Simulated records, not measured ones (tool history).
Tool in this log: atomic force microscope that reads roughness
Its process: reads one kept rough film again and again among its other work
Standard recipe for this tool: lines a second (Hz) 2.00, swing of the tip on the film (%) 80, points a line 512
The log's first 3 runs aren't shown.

run	day	lines a second (Hz)	swing of the tip on the film (%)	points a line	roughness of the kept film (nm (root mean square))
4	4.346	2.00	80	512	1.490
# day 5.262: new tip fitted
5	6.304	2.00	80	512	1.596
6	7.250	2.00	80	512	1.540
# day 8.875: new tip fitted
7	9.458	2.00	80	512	1.636
8	10.550	2.00	80	512	1.557
9	12.262	2.00	80	512	1.434
# day 12.600: new tip fitted
10	13.312	2.00	80	512	1.640
11	15.112	2.00	80	322	1.494
# day 16.200: new tip fitted
12	17.438	2.00	80	322	1.562
13	19.325	2.00	80	322	1.429
# day 19.833: new tip fitted
14	21.550	2.00	80	422	1.546
15	22.783	2.00	80	422	1.452
# day 23.512: new tip fitted
16	24.254	2.00	80	422	1.612
17	25.400	2.00	80	422	1.534
# day 27.121: new tip fitted
18	27.625	1.51	80	512	1.682
19	28.592	1.51	80	512	1.602
20	30.188	3.27	62	341	1.533
# day 30.867: new tip fitted
21	31.458	3.27	74	362	1.585
22	33.646	0.83	79	512	1.631

Forecast run 23:
# day 34.567: new tip fitted
23	35.683	0.83	62	512	?

Logged for run 23: roughness of the kept film (nm (root mean square)) 1.824.
With no hidden state in the tool, this same run would have given roughness of the kept film (nm (root mean square)) 1.928.

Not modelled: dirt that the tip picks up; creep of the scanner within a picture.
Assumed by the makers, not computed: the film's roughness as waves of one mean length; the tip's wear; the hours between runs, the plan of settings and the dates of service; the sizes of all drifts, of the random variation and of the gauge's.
